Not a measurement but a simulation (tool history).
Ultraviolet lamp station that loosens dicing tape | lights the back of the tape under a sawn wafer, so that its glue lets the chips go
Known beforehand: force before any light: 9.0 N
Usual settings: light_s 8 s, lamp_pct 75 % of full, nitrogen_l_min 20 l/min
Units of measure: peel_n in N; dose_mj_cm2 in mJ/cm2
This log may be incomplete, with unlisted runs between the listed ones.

run	hour	light_s	lamp_pct	nitrogen_l_min	peel_n	dose_mj_cm2
1	0	8	75	20	0.552	376
2	6.1	8	75	20	0.554	377
3	11.1	8	93	20	0.336	476
4	17.4	8	83	20	0.436	418
5	27.6	8	75	22	0.518	377
6	36.5	8	75	22	0.535	370
7	47.1	8	75	22	0.539	378
8	53.3	4	75	20	2.162	184
9	63	4	75	20	2.195	185
10	68	4	75	20	2.208	184
11	74.9	5	80	23	1.298	242
12	85.4	5	63	23	1.91	190
13	92.2	5	63	23	1.929	195
14	98.2	7	75	6	2.053	317
15	106.4	7	75	6	2.1	317
16	116.9	7	75	6	2.015	315
17	127.4	8	98	11	0.605	463
18	138	13	78	16	0.232	605

Consider 5 possible next runs. They are alternatives, not a sequence: every one starts from the tool as it was left by run 18. What does each give?
A	146.1	7	63	25	?	?
B	146.1	8	75	15	?	?
C	146.1	8	67	19	?	?
D	146.1	6	78	19	?	?
E	146.1	11	90	16	?	?

run	peel_n	dose_mj_cm2
A	1.1	259
B	0.83	354
C	0.925	316
D	1.127	277
E	0.236	583
The same runs, with their run-to-run variation unchanged, on a tool lacking any hidden condition would have given:
run	peel_n	dose_mj_cm2
A	0.787	305
B	0.575	416
C	0.646	371
D	0.812	325
E	0.169	685
